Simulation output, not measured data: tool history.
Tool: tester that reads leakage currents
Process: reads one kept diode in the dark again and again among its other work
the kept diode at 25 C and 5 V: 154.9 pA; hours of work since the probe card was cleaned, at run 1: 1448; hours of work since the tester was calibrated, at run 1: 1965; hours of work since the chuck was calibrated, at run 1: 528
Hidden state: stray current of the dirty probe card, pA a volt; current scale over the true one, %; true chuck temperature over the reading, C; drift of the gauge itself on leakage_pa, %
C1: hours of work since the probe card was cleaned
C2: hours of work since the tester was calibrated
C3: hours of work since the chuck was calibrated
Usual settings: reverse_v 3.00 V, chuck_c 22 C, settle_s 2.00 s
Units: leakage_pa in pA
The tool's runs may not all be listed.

run 1 hour=0.0 | reverse_v=3.00 chuck_c=22 settle_s=2.00 | C1=1448 C2=1965 C3=528 | leakage_pa=122.79
-- hour=36.9 chuck's temperature calibrated
run 2 hour=116.2 | reverse_v=3.00 chuck_c=22 settle_s=2.00 | C1=1507 C2=2024 C3=41 | leakage_pa=139.91
run 3 hour=208.5 | reverse_v=3.00 chuck_c=22 settle_s=2.00 | C1=1555 C2=2072 C3=89 | leakage_pa=141.73
run 4 hour=315.2 | reverse_v=3.00 chuck_c=22 settle_s=2.00 | C1=1610 C2=2128 C3=145 | leakage_pa=144.63
run 5 hour=410.4 | reverse_v=3.26 chuck_c=22 settle_s=2.00 | C1=1660 C2=2177 C3=194 | leakage_pa=151.58
run 6 hour=468.3 | reverse_v=3.26 chuck_c=22 settle_s=2.00 | C1=1690 C2=2207 C3=224 | leakage_pa=152.97
run 7 hour=520.0 | reverse_v=3.00 chuck_c=46 settle_s=2.00 | C1=1717 C2=2234 C3=251 | leakage_pa=1216.45
-- hour=629.5 chuck's temperature calibrated, once more
run 8 hour=636.3 | reverse_v=3.00 chuck_c=37 settle_s=2.00 | C1=1776 C2=2294 C3=4 | leakage_pa=394.83
run 9 hour=693.7 | reverse_v=3.00 chuck_c=37 settle_s=2.00 | C1=1806 C2=2323 C3=33 | leakage_pa=400.31
run 10 hour=766.3 | reverse_v=14.65 chuck_c=41 settle_s=2.00 | C1=1844 C2=2361 C3=71 | leakage_pa=1078.21
run 11 hour=812.9 | reverse_v=3.79 chuck_c=21 settle_s=0.94 | C1=1868 C2=2385 C3=95 | leakage_pa=106.67
run 12 hour=872.6 | reverse_v=3.79 chuck_c=21 settle_s=0.94 | C1=1899 C2=2417 C3=126 | leakage_pa=108.21
run 13 hour=925.5 | reverse_v=12.23 chuck_c=24 settle_s=0.94 | C1=1927 C2=2444 C3=154 | leakage_pa=240.33
run 14 hour=972.2 | reverse_v=8.24 chuck_c=31 settle_s=1.34 | C1=1951 C2=2468 C3=178 | leakage_pa=372.46
-- hour=1027.2 probe card cleaned and baked
run 15 hour=1028.4 | reverse_v=1.53 chuck_c=35 settle_s=5.51 | C1=1 C2=2496 C3=206 | leakage_pa=265.25
run 16 hour=1137.3 | reverse_v=3.00 chuck_c=25 settle_s=2.03 | C1=57 C2=2553 C3=263 | leakage_pa=140.10

Run 17 comes next. What will it give?
run 17 hour=1216.0 | reverse_v=6.38 chuck_c=35 settle_s=0.54 | C1=98 C2=2594 C3=303 | leakage_pa=?

{"run 17": {"leakage_pa": 480.62}}
Without the tool's hidden state the same run would have given leakage_pa 435.73 pA.
